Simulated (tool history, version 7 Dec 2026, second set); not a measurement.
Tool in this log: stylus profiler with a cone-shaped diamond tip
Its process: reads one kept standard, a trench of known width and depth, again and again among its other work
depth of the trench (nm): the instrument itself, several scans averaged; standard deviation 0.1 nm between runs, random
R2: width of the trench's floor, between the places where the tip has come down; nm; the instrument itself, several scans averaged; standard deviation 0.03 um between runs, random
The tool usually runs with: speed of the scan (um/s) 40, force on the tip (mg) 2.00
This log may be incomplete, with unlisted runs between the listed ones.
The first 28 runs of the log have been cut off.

{"run": 29, "hour": 2610.1, "speed of the scan (um/s)": 71, "force on the tip (mg)": 2.46, "depth of the trench (nm)": 100.87, "R2": 17470}
{"run": 30, "hour": 2726.7, "speed of the scan (um/s)": 114, "force on the tip (mg)": 2.0, "depth of the trench (nm)": 100.89, "R2": 17290}
{"run": 31, "hour": 2855.9, "speed of the scan (um/s)": 15, "force on the tip (mg)": 2.02, "depth of the trench (nm)": 100.88, "R2": 17550}
{"hour": 2888.7, "done": "new tip fitted, height scale calibrated"}
{"run": 32, "hour": 2954.3, "speed of the scan (um/s)": 72, "force on the tip (mg)": 0.75, "depth of the trench (nm)": 100.22, "R2": 18140}
{"run": 33, "hour": 3080.4, "speed of the scan (um/s)": 104, "force on the tip (mg)": 0.72, "depth of the trench (nm)": 100.27, "R2": 17920}
{"run": 34, "hour": 3153.6, "speed of the scan (um/s)": 114, "force on the tip (mg)": 1.12, "depth of the trench (nm)": 100.41, "R2": 18000}
{"run": 35, "hour": 3279.3, "speed of the scan (um/s)": 45, "force on the tip (mg)": 5.48, "depth of the trench (nm)": 101.17, "R2": 18330}
{"run": 36, "hour": 3343.6, "speed of the scan (um/s)": 45, "force on the tip (mg)": 5.48, "depth of the trench (nm)": 101.16, "R2": 18390}
{"run": 37, "hour": 3416.7, "speed of the scan (um/s)": 45, "force on the tip (mg)": 5.48, "depth of the trench (nm)": 101.04, "R2": 18330}
{"run": 38, "hour": 3538.4, "speed of the scan (um/s)": 45, "force on the tip (mg)": 5.48, "depth of the trench (nm)": 101.16, "R2": 18330}
{"run": 39, "hour": 3623.2, "speed of the scan (um/s)": 16, "force on the tip (mg)": 2.43, "depth of the trench (nm)": 100.51, "R2": 18260}
{"run": 40, "hour": 3719.2, "speed of the scan (um/s)": 27, "force on the tip (mg)": 1.54, "depth of the trench (nm)": 100.63, "R2": 18250}
{"run": 41, "hour": 3830.1, "speed of the scan (um/s)": 27, "force on the tip (mg)": 1.54, "depth of the trench (nm)": 100.61, "R2": 18240}
{"run": 42, "hour": 3886.0, "speed of the scan (um/s)": 81, "force on the tip (mg)": 3.39, "depth of the trench (nm)": 101.0, "R2": 18080}
{"run": 43, "hour": 4014.8, "speed of the scan (um/s)": 123, "force on the tip (mg)": 1.17, "depth of the trench (nm)": 100.66, "R2": 17760}
{"run": 44, "hour": 4085.1, "speed of the scan (um/s)": 123, "force on the tip (mg)": 1.17, "depth of the trench (nm)": 100.76, "R2": 17660}
{"run": 45, "hour": 4179.8, "speed of the scan (um/s)": 12, "force on the tip (mg)": 2.0, "depth of the trench (nm)": 100.85, "R2": 18170}
{"run": 46, "hour": 4291.7, "speed of the scan (um/s)": 157, "force on the tip (mg)": 1.46, "depth of the trench (nm)": 100.72, "R2": 17550}
{"run": 47, "hour": 4374.7, "speed of the scan (um/s)": 12, "force on the tip (mg)": 2.0, "depth of the trench (nm)": 101.17, "R2": 18110}

Each row is a separate what-if for the run after 47, all from the same tool condition, not one after another. Results?
{"run": "A", "hour": 4473.2, "speed of the scan (um/s)": 59, "force on the tip (mg)": 2.79, "depth of the trench (nm)": "?", "R2": "?"}
{"run": "B", "hour": 4473.2, "speed of the scan (um/s)": 61, "force on the tip (mg)": 3.67, "depth of the trench (nm)": "?", "R2": "?"}
{"run": "C", "hour": 4473.2, "speed of the scan (um/s)": 113, "force on the tip (mg)": 2.54, "depth of the trench (nm)": "?", "R2": "?"}

run=A depth_of_the_trench_(nm)=101.08 R2=17980
run=B depth_of_the_trench_(nm)=101.21 R2=18010
run=C depth_of_the_trench_(nm)=100.79 R2=17820
With the hidden condition removed and each run's random variation left untouched, the same runs would have given:
run=A depth_of_the_trench_(nm)=100.65 R2=18450
run=B depth_of_the_trench_(nm)=100.78 R2=18480
run=C depth_of_the_trench_(nm)=100.36 R2=18290

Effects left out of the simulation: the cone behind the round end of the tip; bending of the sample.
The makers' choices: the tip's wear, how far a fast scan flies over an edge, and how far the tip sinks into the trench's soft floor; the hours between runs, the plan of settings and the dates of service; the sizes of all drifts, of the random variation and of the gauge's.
